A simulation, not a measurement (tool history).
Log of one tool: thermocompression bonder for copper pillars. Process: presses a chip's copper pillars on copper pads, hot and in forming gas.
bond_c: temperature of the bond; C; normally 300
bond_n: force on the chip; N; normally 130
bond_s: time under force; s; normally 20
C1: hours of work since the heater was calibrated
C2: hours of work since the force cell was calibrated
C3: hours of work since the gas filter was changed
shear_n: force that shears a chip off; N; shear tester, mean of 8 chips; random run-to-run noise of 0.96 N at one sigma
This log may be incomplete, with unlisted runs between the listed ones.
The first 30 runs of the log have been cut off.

run 31 day=8.804 | bond_c=327 bond_n=176 bond_s=19 | C1=657 C2=31 C3=125 | shear_n=132
run 32 day=9.192 | bond_c=300 bond_n=138 bond_s=17 | C1=662 C2=36 C3=130 | shear_n=103.8
run 33 day=9.5 | bond_c=328 bond_n=130 bond_s=20 | C1=666 C2=40 C3=134 | shear_n=122.2
run 34 day=9.808 | bond_c=328 bond_n=130 bond_s=20 | C1=670 C2=44 C3=138 | shear_n=122.9
run 35 day=10.108 | bond_c=300 bond_n=86 bond_s=20 | C1=674 C2=48 C3=142 | shear_n=74.1
run 36 day=10.492 | bond_c=316 bond_n=121 bond_s=11 | C1=679 C2=53 C3=147 | shear_n=97.5
run 37 day=10.729 | bond_c=316 bond_n=121 bond_s=11 | C1=682 C2=56 C3=150 | shear_n=96.4
run 38 day=11 | bond_c=310 bond_n=168 bond_s=21 | C1=686 C2=59 C3=154 | shear_n=125.4
run 39 day=11.196 | bond_c=300 bond_n=99 bond_s=20 | C1=688 C2=62 C3=156 | shear_n=85.1

Here are 4 independent what-if runs from the current tool condition. What would each one return?
run A day=11.433 | bond_c=310 bond_n=99 bond_s=20 | C1=691 C2=65 C3=159 | shear_n=?
run B day=11.433 | bond_c=297 bond_n=99 bond_s=20 | C1=691 C2=65 C3=159 | shear_n=?
run C day=11.433 | bond_c=302 bond_n=100 bond_s=20 | C1=691 C2=65 C3=159 | shear_n=?
run D day=11.433 | bond_c=300 bond_n=145 bond_s=36 | C1=691 C2=65 C3=159 | shear_n=?

run=A shear_n=92.8
run=B shear_n=81.6
run=C shear_n=88
run=D shear_n=124.8
With no hidden state in the tool, these same runs would have given:
run=A shear_n=93.5
run=B shear_n=81.7
run=C shear_n=88.3
run=D shear_n=127.5
